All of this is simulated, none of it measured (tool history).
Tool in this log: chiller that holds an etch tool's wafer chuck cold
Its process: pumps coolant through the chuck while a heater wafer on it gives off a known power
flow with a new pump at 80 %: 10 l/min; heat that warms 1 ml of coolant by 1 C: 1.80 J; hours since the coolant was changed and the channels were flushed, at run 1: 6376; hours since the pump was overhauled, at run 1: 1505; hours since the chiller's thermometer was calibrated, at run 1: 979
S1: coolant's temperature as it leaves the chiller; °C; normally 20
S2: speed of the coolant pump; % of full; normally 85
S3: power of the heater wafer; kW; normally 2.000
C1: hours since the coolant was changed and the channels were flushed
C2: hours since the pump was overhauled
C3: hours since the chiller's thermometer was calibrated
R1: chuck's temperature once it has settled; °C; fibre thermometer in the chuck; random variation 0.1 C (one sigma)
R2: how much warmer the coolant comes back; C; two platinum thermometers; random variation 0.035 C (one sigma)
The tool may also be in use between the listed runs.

Run 1, day 0.000: usual settings; C1 6376; C2 1505; C3 979. Result: R1 35.0 °C, R2 6.27 C.
Run 2, day 1.429: usual settings; C1 6410; C2 1540; C3 1014. Result: R1 34.9 °C, R2 6.27 C.
Run 3, day 3.800: usual settings; C1 6467; C2 1597; C3 1071. Result: R1 35.1 °C, R2 6.24 C.
Run 4, day 4.842: usual settings; C1 6492; C2 1622; C3 1096. Result: R1 34.9 °C, R2 6.18 C.
Run 5, day 7.238: usual settings; C1 6550; C2 1679; C3 1153. Result: R1 34.9 °C, R2 6.25 C.
Run 6, day 9.221: usual settings; C1 6597; C2 1727; C3 1201. Result: R1 35.0 °C, R2 6.26 C.
Run 7, day 11.612: usual settings; C1 6655; C2 1784; C3 1258. Result: R1 34.9 °C, R2 6.24 C.
Run 8, day 13.967: usual settings but S2 91 % of full; C1 6711; C2 1841; C3 1315. Result: R1 34.0 °C, R2 5.77 C.
Run 9, day 16.317: usual settings but S2 91 % of full; C1 6768; C2 1897; C3 1371. Result: R1 34.0 °C, R2 5.80 C.
Run 10, day 17.604: usual settings but S2 91 % of full; C1 6799; C2 1928; C3 1402. Result: R1 34.0 °C, R2 5.75 C.
Run 11, day 18.696: usual settings but S2 91 % of full; C1 6825; C2 1954; C3 1428. Result: R1 33.8 °C, R2 5.76 C.
Run 12, day 20.667: usual settings but S2 91 % of full; C1 6872; C2 2002; C3 1475. Result: R1 34.0 °C, R2 5.78 C.
Run 13, day 21.871: usual settings; C1 6901; C2 2030; C3 1504. Result: R1 34.9 °C, R2 6.17 C.
Run 14, day 24.104: usual settings; C1 6955; C2 2084; C3 1558. Result: R1 34.9 °C, R2 6.14 C.
Run 15, day 25.233: usual settings but S3 1.215 kW; C1 6982; C2 2111; C3 1585. Result: R1 29.2 °C, R2 3.71 C.
Run 16, day 27.404: usual settings but S3 1.215 kW; C1 7034; C2 2163; C3 1637. Result: R1 29.1 °C, R2 3.71 C.
Run 17, day 29.133: usual settings but S2 79 % of full; C1 7075; C2 2205; C3 1679. Result: R1 36.0 °C, R2 6.67 C.
Run 18, day 30.129: usual settings but S1 16 °C, S2 95 % of full; C1 7099; C2 2229; C3 1702. Result: R1 29.4 °C, R2 5.46 C.
Run 19, day 31.775: usual settings but S1 16 °C, S2 95 % of full; C1 7139; C2 2268; C3 1742. Result: R1 29.5 °C, R2 5.42 C.
Run 20, day 33.554: usual settings but S1 16 °C, S2 68 % of full; C1 7181; C2 2311; C3 1785. Result: R1 34.4 °C, R2 7.85 C.
Run 21, day 35.512: usual settings but S1 16 °C, S2 68 % of full; C1 7228; C2 2358; C3 1832. Result: R1 34.5 °C, R2 7.84 C.
Run 22, day 37.629: usual settings but S1 16 °C, S2 100 % of full, S3 2.054 kW; C1 7279; C2 2409; C3 1882. Result: R1 29.2 °C, R2 5.32 C.
Run 23, day 39.562: usual settings but S1 16 °C, S2 81 % of full, S3 2.054 kW; C1 7326; C2 2455; C3 1929. Result: R1 32.1 °C, R2 6.64 C.
Run 24, day 40.779: usual settings but S1 25 °C, S2 92 % of full, S3 1.579 kW; C1 7355; C2 2484; C3 1958. Result: R1 36.1 °C, R2 4.39 C.
Run 25, day 42.492: usual settings but S1 13 °C, S2 93 % of full, S3 1.834 kW; C1 7396; C2 2525; C3 1999. Result: R1 25.5 °C, R2 4.99 C.
Run 26, day 43.617: usual settings but S1 13 °C, S2 87 % of full, S3 1.061 kW; C1 7423; C2 2552; C3 2026. Result: R1 20.8 °C, R2 3.06 C.
Run 27, day 45.229: usual settings but S1 13 °C, S2 87 % of full, S3 1.061 kW; C1 7462; C2 2591; C3 2065. Result: R1 20.9 °C, R2 3.08 C.
Run 28, day 46.371: usual settings but S1 23 °C, S2 76 % of full, S3 1.284 kW; C1 7489; C2 2618; C3 2092. Result: R1 33.7 °C, R2 4.33 C.
Run 29, day 47.488: usual settings but S1 19 °C, S2 71 % of full, S3 2.617 kW; C1 7516; C2 2645; C3 2119. Result: R1 42.3 °C, R2 9.75 C.
Run 30, day 49.721: usual settings but S2 96 % of full, S3 1.944 kW; C1 7569; C2 2699; C3 2173. Result: R1 33.1 °C, R2 5.14 C.
Run 31, day 51.350: usual settings but S2 64 % of full, S3 2.411 kW; C1 7609; C2 2738; C3 2212. Result: R1 43.6 °C, R2 10.15 C.
Run 32, day 53.483: usual settings but S3 2.781 kW; C1 7660; C2 2789; C3 2263. Result: R1 40.8 °C, R2 8.49 C.
Run 33, day 55.462: usual settings but S1 26 °C, S2 88 % of full, S3 1.089 kW; C1 7707; C2 2837; C3 2310. Result: R1 34.0 °C, R2 3.08 C.

What if the next run were any one of these 3? Each begins from the tool's condition after run 33:
Run A, day 56.654: usual settings but S1 18 °C, S2 75 % of full, S3 1.122 kW; C1 7736; C2 2865; C3 2339. Result: R1 ?, R2 ?.
Run B, day 56.654: usual settings but S1 13 °C, S2 62 % of full, S3 1.655 kW; C1 7736; C2 2865; C3 2339. Result: R1 ?, R2 ?.
Run C, day 56.654: usual settings but S1 29 °C, S2 82 % of full, S3 2.852 kW; C1 7736; C2 2865; C3 2339. Result: R1 ?, R2 ?.

run    R1    R2
  A  27.5  3.79
  B  29.7  7.07
  C  51.0  9.05
Without the tool's hidden state the same runs would have given:
run    R1    R2
  A  27.4  4.00
  B  29.7  7.28
  C  51.0  9.26
